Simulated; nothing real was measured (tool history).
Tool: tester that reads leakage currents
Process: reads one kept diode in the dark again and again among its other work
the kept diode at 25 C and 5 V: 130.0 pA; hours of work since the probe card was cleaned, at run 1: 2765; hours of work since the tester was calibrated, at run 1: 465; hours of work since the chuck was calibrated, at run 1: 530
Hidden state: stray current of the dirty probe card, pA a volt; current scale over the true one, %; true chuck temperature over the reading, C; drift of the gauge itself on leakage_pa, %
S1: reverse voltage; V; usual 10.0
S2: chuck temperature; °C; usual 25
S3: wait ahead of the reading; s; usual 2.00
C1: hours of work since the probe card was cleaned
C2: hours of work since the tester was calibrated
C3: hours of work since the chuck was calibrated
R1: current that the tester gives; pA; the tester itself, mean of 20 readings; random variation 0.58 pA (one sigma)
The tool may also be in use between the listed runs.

| run | hour | S1 | S2 | S3 | C1 | C2 | C3 | R1 |
|---|---|---|---|---|---|---|---|---|
| 1 | 0.0 | 10.0 | 25 | 2.00 | 2765 | 465 | 530 | 218.41 |
| 2 | 24.0 | 10.0 | 25 | 2.00 | 2781 | 481 | 545 | 218.73 |
| 3 | 50.0 | 10.0 | 25 | 2.00 | 2798 | 497 | 562 | 219.71 |
| 4 | 73.2 | 10.0 | 31 | 2.00 | 2813 | 512 | 577 | 353.90 |
|  | 77.0 | chuck's temperature calibrated |
| 5 | 99.6 | 10.0 | 31 | 2.00 | 2828 | 528 | 15 | 359.50 |
| 6 | 121.6 | 10.0 | 58 | 2.00 | 2843 | 542 | 29 | 2612.63 |
| 7 | 143.6 | 10.0 | 58 | 2.00 | 2857 | 557 | 43 | 2608.80 |
|  | 156.8 | chuck's temperature calibrated, once more |
| 8 | 170.5 | 4.9 | 40 | 0.99 | 2873 | 573 | 9 | 439.00 |
| 9 | 202.0 | 4.9 | 40 | 0.99 | 2893 | 593 | 29 | 440.17 |
| 10 | 225.8 | 4.9 | 40 | 0.99 | 2909 | 609 | 45 | 441.46 |
| 11 | 254.0 | 17.7 | 34 | 2.00 | 2927 | 627 | 63 | 592.49 |
| 12 | 276.0 | 8.0 | 40 | 2.00 | 2941 | 641 | 77 | 589.50 |
| 13 | 297.6 | 8.0 | 40 | 2.00 | 2955 | 655 | 91 | 590.19 |

3 ways to go on from here, each from the tool as it stands after run 13. What would each give?
| A | 326.6 | 4.5 | 34 | 1.47 | 2974 | 674 | 110 | ? |
| B | 326.6 | 5.4 | 23 | 2.00 | 2974 | 674 | 110 | ? |
| C | 326.6 | 18.4 | 25 | 1.47 | 2974 | 674 | 110 | ? |

| run | R1 |
|---|---|
| A | 264.94 |
| B | 123.72 |
| C | 305.66 |
Without the tool's hidden state the same runs would have given:
| run | R1 |
|---|---|
| A | 257.16 |
| B | 114.66 |
| C | 275.09 |

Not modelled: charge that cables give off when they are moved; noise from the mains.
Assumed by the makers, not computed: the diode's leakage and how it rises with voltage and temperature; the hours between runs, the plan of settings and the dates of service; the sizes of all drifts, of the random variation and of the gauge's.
